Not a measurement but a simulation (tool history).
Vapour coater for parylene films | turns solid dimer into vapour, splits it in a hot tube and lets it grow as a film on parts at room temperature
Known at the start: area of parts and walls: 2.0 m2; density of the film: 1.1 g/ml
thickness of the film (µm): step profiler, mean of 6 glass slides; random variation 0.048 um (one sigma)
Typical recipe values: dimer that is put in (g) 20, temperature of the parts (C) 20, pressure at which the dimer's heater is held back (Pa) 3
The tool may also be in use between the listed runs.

run   hour  dimer that is put in (g)  temperature of the parts (C)  pressure at which the dimer's heater is held back (Pa)  thickness of the film (µm)
  1      0                        20                            20                                                       3                        5.41
  2   12.3                        20                            20                                                       3                        5.46
  3     29                        20                            20                                                       3                        5.51
  4     54                        20                            20                                                       3                        5.44
  5   67.9                        20                            19                                                       3                        5.51
  6   90.3                        20                            19                                                       3                        5.68
  7  116.6                        20                            20                                                       3                        5.47
  8  142.3                        20                            20                                                       3                        5.57
  9  163.8                        20                            20                                                    2.65                        5.53
 10  185.6                        13                            20                                                       3                        3.54
 11  209.4                        13                            13                                                    8.57                        4.17
 12    235                        13                            13                                                    8.57                         4.1
 13  247.6                        14                            15                                                       3                        4.44
 14  271.1                        14                            15                                                       3                        4.49
 15  292.8                         8                            17                                                    2.92                        2.39
 16  313.4                         8                            17                                                    2.92                         2.4
 17  344.3                         8                            30                                                    2.92                        1.58
 18    368                        17                            14                                                    5.36                        5.37
 19  388.8                        17                            18                                                     7.2                         4.6
 20  401.4                        12                            16                                                     7.2                        3.53

Not shown here: 1 entry made in the log between runs. Locate each between two listed runs and compare the hidden state at the listed run before it with the hidden state at the listed run after it:
After run 16, before run 17: trap's valve overhauled (hour 335.2)
  vapour lost through the trap's worn valve, %: 0.3 -> 0
